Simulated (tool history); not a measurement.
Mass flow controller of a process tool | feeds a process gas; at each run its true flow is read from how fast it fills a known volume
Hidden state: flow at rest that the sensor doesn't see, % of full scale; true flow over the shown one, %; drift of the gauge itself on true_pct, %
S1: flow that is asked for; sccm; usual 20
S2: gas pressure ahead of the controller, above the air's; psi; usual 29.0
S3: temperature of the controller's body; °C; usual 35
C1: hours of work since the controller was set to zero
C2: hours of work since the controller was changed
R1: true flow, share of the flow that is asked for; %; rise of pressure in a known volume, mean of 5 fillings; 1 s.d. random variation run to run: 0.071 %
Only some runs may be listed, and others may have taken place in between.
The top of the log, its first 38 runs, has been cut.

| run | hour | S1 | S2 | S3 | C1 | C2 | R1 |
|---|---|---|---|---|---|---|---|
| 39 | 6767.1 | 8 | 36.0 | 35 | 7604 | 7604 | 104.62 |
| 40 | 6959.2 | 10 | 33.9 | 28 | 7702 | 7702 | 102.42 |
| 41 | 7095.6 | 20 | 29.0 | 29 | 7772 | 7772 | 100.26 |
| 42 | 7243.6 | 20 | 29.0 | 29 | 7848 | 7848 | 100.14 |
| 43 | 7464.3 | 15 | 29.0 | 30 | 7960 | 7960 | 101.08 |
| 44 | 7571.7 | 9 | 29.0 | 30 | 8015 | 8015 | 103.56 |
| 45 | 7721.9 | 11 | 31.2 | 31 | 8092 | 8092 | 102.38 |
| 46 | 7829.6 | 20 | 25.1 | 32 | 8147 | 8147 | 100.66 |
| 47 | 7956.3 | 20 | 25.1 | 32 | 8212 | 8212 | 100.69 |

Below are 4 alternative next runs, each starting from the tool's condition after run 47. Predict each:
| A | 8070.0 | 17 | 33.9 | 30 | 8270 | 8270 | ? |
| B | 8070.0 | 20 | 21.9 | 23 | 8270 | 8270 | ? |
| C | 8070.0 | 7 | 24.7 | 23 | 8270 | 8270 | ? |
| D | 8070.0 | 12 | 20.6 | 23 | 8270 | 8270 | ? |

| run | R1 |
|---|---|
| A | 100.79 |
| B | 99.75 |
| C | 104.93 |
| D | 101.30 |
Without the tool's unlogged condition, the same runs would have read:
| run | R1 |
|---|---|
| A | 99.30 |
| B | 98.80 |
| C | 98.33 |
| D | 98.32 |
